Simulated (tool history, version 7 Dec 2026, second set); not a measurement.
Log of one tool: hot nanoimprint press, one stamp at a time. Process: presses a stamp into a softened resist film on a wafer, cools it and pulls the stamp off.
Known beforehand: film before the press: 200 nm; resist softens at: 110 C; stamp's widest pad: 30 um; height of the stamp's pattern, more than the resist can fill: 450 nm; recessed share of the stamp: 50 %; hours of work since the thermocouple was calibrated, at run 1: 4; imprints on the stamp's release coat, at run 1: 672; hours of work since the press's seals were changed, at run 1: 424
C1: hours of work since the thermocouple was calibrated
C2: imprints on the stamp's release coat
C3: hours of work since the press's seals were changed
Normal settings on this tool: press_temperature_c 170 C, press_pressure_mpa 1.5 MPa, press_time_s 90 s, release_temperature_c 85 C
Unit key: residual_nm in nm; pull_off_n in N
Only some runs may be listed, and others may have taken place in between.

{"run": 1, "hour": 0.0, "press_temperature_c": 170, "press_pressure_mpa": 1.5, "press_time_s": 90, "release_temperature_c": 85, "C1": 4, "C2": 672, "C3": 424, "residual_nm": 115.5, "pull_off_n": 173}
{"run": 2, "hour": 14.3, "press_temperature_c": 170, "press_pressure_mpa": 1.5, "press_time_s": 90, "release_temperature_c": 88, "C1": 14, "C2": 741, "C3": 433, "residual_nm": 117.1, "pull_off_n": 182}
{"run": 3, "hour": 31.8, "press_temperature_c": 161, "press_pressure_mpa": 1.5, "press_time_s": 90, "release_temperature_c": 85, "C1": 26, "C2": 825, "C3": 445, "residual_nm": 161.3, "pull_off_n": 177}
{"hour": 47.6, "done": "stamp cleaned and given a new release coat"}
{"run": 4, "hour": 47.8, "press_temperature_c": 161, "press_pressure_mpa": 1.5, "press_time_s": 125, "release_temperature_c": 85, "C1": 32, "C2": 1, "C3": 452, "residual_nm": 154.4, "pull_off_n": 134}
{"run": 5, "hour": 64.2, "press_temperature_c": 159, "press_pressure_mpa": 1.5, "press_time_s": 90, "release_temperature_c": 85, "C1": 44, "C2": 80, "C3": 464, "residual_nm": 172.2, "pull_off_n": 137}
{"run": 6, "hour": 72.9, "press_temperature_c": 170, "press_pressure_mpa": 1.5, "press_time_s": 90, "release_temperature_c": 79, "C1": 50, "C2": 122, "C3": 470, "residual_nm": 116.9, "pull_off_n": 147}
{"run": 7, "hour": 90.7, "press_temperature_c": 170, "press_pressure_mpa": 1.5, "press_time_s": 90, "release_temperature_c": 79, "C1": 62, "C2": 207, "C3": 482, "residual_nm": 117.9, "pull_off_n": 152}
{"run": 8, "hour": 108.5, "press_temperature_c": 170, "press_pressure_mpa": 1.5, "press_time_s": 90, "release_temperature_c": 79, "C1": 74, "C2": 293, "C3": 494, "residual_nm": 118, "pull_off_n": 161}
{"run": 9, "hour": 117.8, "press_temperature_c": 170, "press_pressure_mpa": 1.5, "press_time_s": 90, "release_temperature_c": 79, "C1": 81, "C2": 338, "C3": 500, "residual_nm": 117.3, "pull_off_n": 159}
{"run": 10, "hour": 134.6, "press_temperature_c": 161, "press_pressure_mpa": 1.5, "press_time_s": 90, "release_temperature_c": 79, "C1": 92, "C2": 418, "C3": 512, "residual_nm": 163.6, "pull_off_n": 172}
{"run": 11, "hour": 149.0, "press_temperature_c": 161, "press_pressure_mpa": 1.5, "press_time_s": 90, "release_temperature_c": 79, "C1": 102, "C2": 487, "C3": 522, "residual_nm": 164.7, "pull_off_n": 174}
{"run": 12, "hour": 166.9, "press_temperature_c": 161, "press_pressure_mpa": 1.5, "press_time_s": 90, "release_temperature_c": 79, "C1": 114, "C2": 573, "C3": 534, "residual_nm": 164.7, "pull_off_n": 171}
{"run": 13, "hour": 180.7, "press_temperature_c": 161, "press_pressure_mpa": 1.5, "press_time_s": 90, "release_temperature_c": 79, "C1": 124, "C2": 639, "C3": 543, "residual_nm": 164.5, "pull_off_n": 180}
{"run": 14, "hour": 194.9, "press_temperature_c": 161, "press_pressure_mpa": 1.5, "press_time_s": 90, "release_temperature_c": 79, "C1": 133, "C2": 708, "C3": 553, "residual_nm": 164.7, "pull_off_n": 178}
{"run": 15, "hour": 209.4, "press_temperature_c": 161, "press_pressure_mpa": 1.5, "press_time_s": 90, "release_temperature_c": 79, "C1": 143, "C2": 778, "C3": 563, "residual_nm": 166.2, "pull_off_n": 181}
{"hour": 214.0, "done": "plate thermocouple calibrated"}
{"run": 16, "hour": 224.3, "press_temperature_c": 161, "press_pressure_mpa": 1.5, "press_time_s": 52, "release_temperature_c": 81, "C1": 7, "C2": 835, "C3": 571, "residual_nm": 178.5, "pull_off_n": 184}
{"hour": 237.9, "done": "stamp cleaned and given a new release coat"}
{"run": 17, "hour": 239.6, "press_temperature_c": 167, "press_pressure_mpa": 1.5, "press_time_s": 74, "release_temperature_c": 71, "C1": 14, "C2": 9, "C3": 578, "residual_nm": 143.9, "pull_off_n": 148}
{"run": 18, "hour": 251.9, "press_temperature_c": 171, "press_pressure_mpa": 1.13, "press_time_s": 90, "release_temperature_c": 81, "C1": 22, "C2": 68, "C3": 586, "residual_nm": 132.7, "pull_off_n": 140}
{"run": 19, "hour": 264.9, "press_temperature_c": 178, "press_pressure_mpa": 1.5, "press_time_s": 90, "release_temperature_c": 85, "C1": 31, "C2": 130, "C3": 595, "residual_nm": 87.3, "pull_off_n": 140}
{"run": 20, "hour": 272.6, "press_temperature_c": 178, "press_pressure_mpa": 1.5, "press_time_s": 90, "release_temperature_c": 85, "C1": 36, "C2": 167, "C3": 600, "residual_nm": 85.8, "pull_off_n": 147}
{"run": 21, "hour": 283.8, "press_temperature_c": 170, "press_pressure_mpa": 1.5, "press_time_s": 46, "release_temperature_c": 71, "C1": 44, "C2": 220, "C3": 608, "residual_nm": 145.6, "pull_off_n": 157}
{"run": 22, "hour": 300.2, "press_temperature_c": 170, "press_pressure_mpa": 1.5, "press_time_s": 142, "release_temperature_c": 81, "C1": 55, "C2": 299, "C3": 619, "residual_nm": 108.1, "pull_off_n": 159}
{"run": 23, "hour": 310.2, "press_temperature_c": 170, "press_pressure_mpa": 1.5, "press_time_s": 142, "release_temperature_c": 81, "C1": 62, "C2": 348, "C3": 626, "residual_nm": 108.5, "pull_off_n": 154}
{"hour": 314.9, "done": "plate thermocouple calibrated, once more"}
{"run": 24, "hour": 323.6, "press_temperature_c": 162, "press_pressure_mpa": 1.08, "press_time_s": 80, "release_temperature_c": 88, "C1": 6, "C2": 397, "C3": 633, "residual_nm": 172.7, "pull_off_n": 155}
{"run": 25, "hour": 331.0, "press_temperature_c": 170, "press_pressure_mpa": 0.97, "press_time_s": 89, "release_temperature_c": 76, "C1": 11, "C2": 433, "C3": 638, "residual_nm": 141, "pull_off_n": 159}
{"run": 26, "hour": 340.9, "press_temperature_c": 179, "press_pressure_mpa": 1.2, "press_time_s": 90, "release_temperature_c": 76, "C1": 18, "C2": 481, "C3": 645, "residual_nm": 88.7, "pull_off_n": 172}

Run 27, settings as shown, results not yet in. Your forecast:
{"run": 27, "hour": 349.4, "press_temperature_c": 179, "press_pressure_mpa": 1.2, "press_time_s": 90, "release_temperature_c": 76, "C1": 24, "C2": 521, "C3": 651, "residual_nm": "?", "pull_off_n": "?"}

residual_nm: 88.4 nm
pull_off_n: 169 N
Had the tool carried no hidden state, the very same run would have given residual_nm 85.3 nm, pull_off_n 141 N.

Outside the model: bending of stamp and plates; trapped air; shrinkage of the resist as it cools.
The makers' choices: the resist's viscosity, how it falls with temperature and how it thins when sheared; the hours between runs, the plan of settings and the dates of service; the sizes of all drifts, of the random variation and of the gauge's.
